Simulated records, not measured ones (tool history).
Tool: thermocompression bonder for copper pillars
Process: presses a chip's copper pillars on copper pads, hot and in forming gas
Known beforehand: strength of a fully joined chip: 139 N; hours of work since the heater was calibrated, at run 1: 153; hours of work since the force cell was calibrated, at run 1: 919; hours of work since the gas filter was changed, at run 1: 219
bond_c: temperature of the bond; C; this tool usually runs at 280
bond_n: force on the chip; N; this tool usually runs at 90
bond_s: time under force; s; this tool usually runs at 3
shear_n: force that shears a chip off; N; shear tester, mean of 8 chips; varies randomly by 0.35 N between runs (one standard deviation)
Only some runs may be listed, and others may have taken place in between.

| run | day | bond_c | bond_n | bond_s | hours of work since the heater was calibrated | hours of work since the force cell was calibrated | hours of work since the gas filter was changed | shear_n |
|---|---|---|---|---|---|---|---|---|
| 1 | 0.000 | 280 | 90 | 3 | 153 | 919 | 219 | 52.0 |
| 2 | 1.946 | 280 | 65 | 3 | 188 | 954 | 254 | 39.7 |
| 3 | 3.200 | 275 | 90 | 3 | 211 | 977 | 277 | 49.9 |
|  | 3.938 | force cell calibrated |
| 4 | 5.046 | 275 | 90 | 9 | 243 | 20 | 309 | 75.1 |
| 5 | 6.004 | 275 | 90 | 9 | 261 | 38 | 327 | 74.6 |
|  | 6.717 | forming gas filter changed |
| 6 | 7.675 | 275 | 90 | 9 | 291 | 68 | 17 | 77.8 |
| 7 | 8.492 | 275 | 90 | 9 | 305 | 82 | 32 | 77.6 |
| 8 | 9.417 | 257 | 90 | 3 | 322 | 99 | 49 | 42.0 |
| 9 | 10.504 | 257 | 90 | 3 | 342 | 119 | 69 | 42.0 |
| 10 | 11.621 | 257 | 56 | 3 | 362 | 139 | 89 | 27.7 |
| 11 | 13.229 | 257 | 56 | 3 | 391 | 168 | 118 | 27.7 |
| 12 | 15.121 | 280 | 69 | 3 | 426 | 203 | 153 | 46.0 |
|  | 15.683 | force cell calibrated, once more |
| 13 | 16.408 | 280 | 72 | 6 | 448 | 13 | 175 | 58.4 |
| 14 | 17.288 | 280 | 72 | 6 | 464 | 29 | 191 | 57.5 |
| 15 | 18.783 | 280 | 72 | 6 | 491 | 56 | 218 | 57.6 |
| 16 | 19.725 | 299 | 60 | 2 | 508 | 73 | 235 | 40.6 |
| 17 | 21.412 | 303 | 90 | 3 | 539 | 104 | 266 | 69.4 |

Alternative continuations, all from the tool just after run 17; predict every row:
|  | 22.825 | heater calibrated with a thermocouple chip |
| A | 23.188 | 303 | 90 | 4 | 7 | 135 | 297 | ? |
|  | 22.825 | heater calibrated with a thermocouple chip |
| B | 23.188 | 285 | 92 | 3 | 7 | 135 | 297 | ? |
|  | 22.825 | heater calibrated with a thermocouple chip |
| C | 23.188 | 300 | 75 | 3 | 7 | 135 | 297 | ? |
|  | 22.825 | heater calibrated with a thermocouple chip |
| D | 23.188 | 256 | 76 | 2 | 7 | 135 | 297 | ? |
|  | 22.825 | heater calibrated with a thermocouple chip |
| E | 23.188 | 251 | 107 | 3 | 7 | 135 | 297 | ? |

| run | shear_n |
|---|---|
| A | 69.7 |
| B | 52.4 |
| C | 52.6 |
| D | 25.2 |
| E | 37.7 |
Stripped of hidden state, with their random variation kept, the same runs would have yielded:
| run | shear_n |
|---|---|
| A | 70.9 |
| B | 53.3 |
| C | 53.4 |
| D | 25.5 |
| E | 38.2 |
